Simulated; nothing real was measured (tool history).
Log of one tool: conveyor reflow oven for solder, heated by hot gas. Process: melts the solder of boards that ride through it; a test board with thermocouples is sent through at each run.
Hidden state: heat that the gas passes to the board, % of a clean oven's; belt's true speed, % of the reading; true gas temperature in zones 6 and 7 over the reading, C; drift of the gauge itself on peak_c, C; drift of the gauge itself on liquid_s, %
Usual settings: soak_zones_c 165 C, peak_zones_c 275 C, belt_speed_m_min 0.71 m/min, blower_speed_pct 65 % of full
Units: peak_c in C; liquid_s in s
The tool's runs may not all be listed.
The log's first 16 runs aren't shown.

run	day	soak_zones_c	peak_zones_c	belt_speed_m_min	blower_speed_pct	hours of work since the flux was cleaned out	hours of work since the belt drive was overhauled	hours of work since the thermocouples were changed	peak_c	liquid_s
17	14.179	165	290	0.812	65	313	486	227	261.3	39.8
18	14.846	165	282	0.779	65	322	494	235	256.5	39.4
19	15.704	165	282	0.809	65	333	505	246	254.6	36.9
20	16.567	165	281	0.71	69	344	516	257	260.7	46
# day 17.025: flux residue cleaned out of gas plates and filters
21	17.729	177	278	0.71	65	9	528	269	261.9	49.8
22	18.746	177	278	0.71	65	22	541	282	261.8	49.5
23	19.488	177	278	0.71	65	31	551	292	261.7	49.7
24	20.438	177	271	0.707	67	44	563	304	256.4	47.5
25	21.446	157	283	0.826	69	56	576	317	257.4	36.3
26	21.983	157	283	0.826	69	63	583	323	257.3	36.4
27	22.712	157	283	0.609	69	73	592	333	269.5	56.8
28	23.729	165	278	0.766	65	85	605	346	256	40.4
29	24.504	165	278	0.766	65	95	615	356	256.5	40.5
30	25.492	154	268	0.684	52	108	627	368	244.8	35.3
31	26.358	154	268	0.684	52	119	638	379	244.8	35.4

Forecast each of these 3 alternatives for the next run:
A	27.417	165	275	0.71	70	132	652	393	?	?
B	27.417	173	287	0.71	65	132	652	393	?	?
C	27.417	180	287	0.723	65	132	652	393	?	?

run	peak_c	liquid_s
A	257.8	45.2
B	268.6	51.2
C	268.8	52.3
Without the tool's hidden state the same runs would have given:
run	peak_c	liquid_s
A	258.7	45.6
B	269.5	51.3
C	269.6	52.3

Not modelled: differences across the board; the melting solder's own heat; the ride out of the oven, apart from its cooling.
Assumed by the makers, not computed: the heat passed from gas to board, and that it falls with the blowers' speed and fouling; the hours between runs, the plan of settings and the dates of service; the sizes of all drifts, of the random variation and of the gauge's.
